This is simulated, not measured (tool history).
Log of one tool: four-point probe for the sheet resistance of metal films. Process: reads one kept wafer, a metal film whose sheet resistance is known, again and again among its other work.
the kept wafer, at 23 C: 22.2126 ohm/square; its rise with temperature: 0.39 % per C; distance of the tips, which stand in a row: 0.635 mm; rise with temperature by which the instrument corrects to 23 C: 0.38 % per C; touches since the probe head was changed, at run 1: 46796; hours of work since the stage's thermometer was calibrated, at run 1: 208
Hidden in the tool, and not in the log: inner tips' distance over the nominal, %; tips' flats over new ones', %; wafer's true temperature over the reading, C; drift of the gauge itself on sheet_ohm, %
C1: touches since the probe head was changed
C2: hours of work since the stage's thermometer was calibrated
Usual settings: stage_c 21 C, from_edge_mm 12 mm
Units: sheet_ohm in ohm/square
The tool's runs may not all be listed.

Run 1, hour 0.0: usual settings; C1 46796; C2 208. Result: sheet_ohm 22.247267 ohm/square.
Run 2, hour 66.4: usual settings; C1 49220; C2 250. Result: sheet_ohm 22.245946 ohm/square.
Run 3, hour 155.6: usual settings but from_edge_mm 14 mm; C1 52480; C2 306. Result: sheet_ohm 22.238401 ohm/square.
Run 4, hour 209.5: usual settings but from_edge_mm 14 mm; C1 54447; C2 340. Result: sheet_ohm 22.226445 ohm/square.
Run 5, hour 256.6: usual settings but stage_c 28 C; C1 56166; C2 370. Result: sheet_ohm 22.261313 ohm/square.
Run 6, hour 316.2: usual settings but stage_c 28 C; C1 58344; C2 408. Result: sheet_ohm 22.252209 ohm/square.
Run 7, hour 384.0: usual settings but stage_c 28 C; C1 60820; C2 451. Result: sheet_ohm 22.256968 ohm/square.
Run 8, hour 480.7: usual settings but stage_c 28 C; C1 64353; C2 512. Result: sheet_ohm 22.240179 ohm/square.
Run 9, hour 545.0: usual settings but stage_c 28 C; C1 66699; C2 552. Result: sheet_ohm 22.249609 ohm/square.
Run 10, hour 629.4: usual settings but from_edge_mm 21 mm; C1 69782; C2 606. Result: sheet_ohm 22.219212 ohm/square.
Run 11, hour 699.3: usual settings but stage_c 25 C, from_edge_mm 21 mm; C1 72335; C2 650. Result: sheet_ohm 22.228639 ohm/square.
Run 12, hour 745.7: usual settings but stage_c 25 C, from_edge_mm 21 mm; C1 74032; C2 679. Result: sheet_ohm 22.225427 ohm/square.
Run 13, hour 802.2: usual settings but stage_c 25 C, from_edge_mm 21 mm; C1 76093; C2 715. Result: sheet_ohm 22.224732 ohm/square.
Run 14, hour 889.6: usual settings but stage_c 25 C, from_edge_mm 21 mm; C1 79285; C2 770. Result: sheet_ohm 22.221936 ohm/square.
Run 15, hour 936.7: usual settings but stage_c 20 C, from_edge_mm 31 mm; C1 81008; C2 800. Result: sheet_ohm 22.206349 ohm/square.
Run 16, hour 1031.4: usual settings but stage_c 20 C, from_edge_mm 27 mm; C1 84467; C2 859. Result: sheet_ohm 22.205509 ohm/square.
Run 17, hour 1123.6: usual settings but stage_c 23 C, from_edge_mm 25 mm; C1 87832; C2 918. Result: sheet_ohm 22.224233 ohm/square.
Run 18, hour 1225.4: usual settings but stage_c 24 C; C1 91550; C2 982. Result: sheet_ohm 22.247573 ohm/square.
Run 19, hour 1333.7: usual settings but stage_c 25 C, from_edge_mm 10 mm; C1 95507; C2 1050. Result: sheet_ohm 22.252004 ohm/square.

4 ways to go on from here, each from the tool as it stands after run 19. What would each give?
Run A, hour 1394.9: usual settings but stage_c 24 C, from_edge_mm 19 mm; C1 97741; C2 1089. Result: sheet_ohm ?.
Run B, hour 1394.9: usual settings but stage_c 19 C, from_edge_mm 42 mm; C1 97741; C2 1089. Result: sheet_ohm ?.
Run C, hour 1394.9: usual settings but stage_c 19 C, from_edge_mm 10 mm; C1 97741; C2 1089. Result: sheet_ohm ?.
Run D, hour 1394.9: usual settings but stage_c 32 C, from_edge_mm 4 mm; C1 97741; C2 1089. Result: sheet_ohm ?.

run  sheet_ohm
  A  22.229939
  B  22.201619
  C  22.253152
  D  22.528731
Without the tool's hidden state the same runs would have given:
run  sheet_ohm
  A  22.232545
  B  22.204228
  C  22.255767
  D  22.531360
